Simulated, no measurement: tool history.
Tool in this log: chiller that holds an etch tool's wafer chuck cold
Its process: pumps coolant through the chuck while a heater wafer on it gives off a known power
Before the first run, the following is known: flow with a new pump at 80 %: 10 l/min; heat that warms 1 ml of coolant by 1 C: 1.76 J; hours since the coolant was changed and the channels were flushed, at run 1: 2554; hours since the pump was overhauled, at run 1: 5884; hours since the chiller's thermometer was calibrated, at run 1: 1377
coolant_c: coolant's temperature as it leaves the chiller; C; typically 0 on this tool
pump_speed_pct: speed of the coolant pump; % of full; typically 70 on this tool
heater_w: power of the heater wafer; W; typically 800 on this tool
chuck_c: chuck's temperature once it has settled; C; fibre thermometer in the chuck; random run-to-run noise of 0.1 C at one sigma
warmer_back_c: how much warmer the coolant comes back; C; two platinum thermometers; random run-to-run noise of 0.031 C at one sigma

run      day  coolant_c  pump_speed_pct  heater_w  hours since the coolant was changed and the channels were flushed  hours since the pump was overhauled  hours since the chiller's thermometer was calibrated  chuck_c  warmer_back_c
  1    0.000          0              70       800                                                               2554                                 5884                                                  1377      6.4           3.16
  2    8.804          0              70       800                                                               2765                                 6095                                                  1588      6.4           3.20
  3   16.625          0              70       800                                                               2953                                 6283                                                  1776      6.2           3.13
  4   20.938          0              70       800                                                               3056                                 6386                                                  1879      6.3           3.13
  5   26.975          0              70       800                                                               3201                                 6531                                                  2024      6.4           3.12
  6   35.383          0              78       800                                                               3403                                 6733                                                  2226      5.7           2.78
  7   40.858          0              70       800                                                               3534                                 6865                                                  2357      6.3           3.10
  8   46.771          0              70       800                                                               3676                                 7006                                                  2499      6.5           3.09
  9   50.988         -2              70       800                                                               3778                                 7108                                                  2600      4.4           3.15
 10   55.442          0              70       800                                                               3884                                 7215                                                  2707      6.1           3.05
 11   60.021          0              70       800                                                               3994                                 7324                                                  2817      6.5           3.04
 12   69.092          0              70       800                                                               4212                                 7542                                                  3035      6.3           3.05
 13   74.008          0              70       800                                                               4330                                 7660                                                  3153      6.2           3.03
 14   81.258          0              70       800                                                               4504                                 7834                                                  3327      6.4           3.02
 15   86.471          0              70       800                                                               4629                                 7959                                                  3452      6.3           3.02
 16   91.912          3              70       882                                                               4760                                 8090                                                  3582     10.0           3.28
      95.696  -- chiller's thermometer calibrated
 17   96.712          2              70       800                                                               4874                                 8204                                                    24      8.3           3.05
 18  102.262          2              70       800                                                               5007                                 8337                                                   158      8.5           2.99
 19  106.962          2              70       800                                                               5120                                 8450                                                   270      8.2           2.97
 20  115.254          1              64       950                                                               5319                                 8649                                                   469      9.2           3.99
 21  123.850         -4              81       800                                                               5525                                 8855                                                   676      1.7           2.45
 22  130.500         -4              81       800                                                               5685                                 9015                                                   835      1.6           2.44
 23  136.054         -4              81       800                                                               5818                                 9148                                                   969      1.6           2.40
 24  145.342        -10              71       800                                                               6041                                 9371                                                  1191     -3.6           2.87
 25  149.871         -7              88      1162                                                               6150                                 9480                                                  1300      0.6           3.25
 26  158.521          0              81       453                                                               6357                                 9687                                                  1508      3.1           1.22
 27  162.792          0              81       453                                                               6460                                 9790                                                  1610      3.2           1.20
 28  171.992          0              81       453                                                               6681                                10011                                                  1831      3.3           1.23
 29  178.333          0              67      1000                                                               6833                                10163                                                  1983      8.1           3.91
     187.754  -- coolant changed, channels flushed
 30  188.279          4              70       502                                                                 13                                10396                                                  2216      8.1           1.61

What if the next run were any one of these 3? Each begins from the tool's condition after run 30:
  A  196.212         -5              70      1078                                                                203                                10586                                                  2406        ?              ?
  B  196.212         -3              60      1129                                                                203                                10586                                                  2406        ?              ?
  C  196.212          8              70       781                                                                203                                10586                                                  2406        ?              ?

run  chuck_c  warmer_back_c
  A      3.6           3.87
  B      7.2           4.96
  C     14.1           2.70
With no hidden state in the tool, these same runs would have given:
run  chuck_c  warmer_back_c
  A      3.6           4.24
  B      7.1           5.32
  C     14.1           3.07

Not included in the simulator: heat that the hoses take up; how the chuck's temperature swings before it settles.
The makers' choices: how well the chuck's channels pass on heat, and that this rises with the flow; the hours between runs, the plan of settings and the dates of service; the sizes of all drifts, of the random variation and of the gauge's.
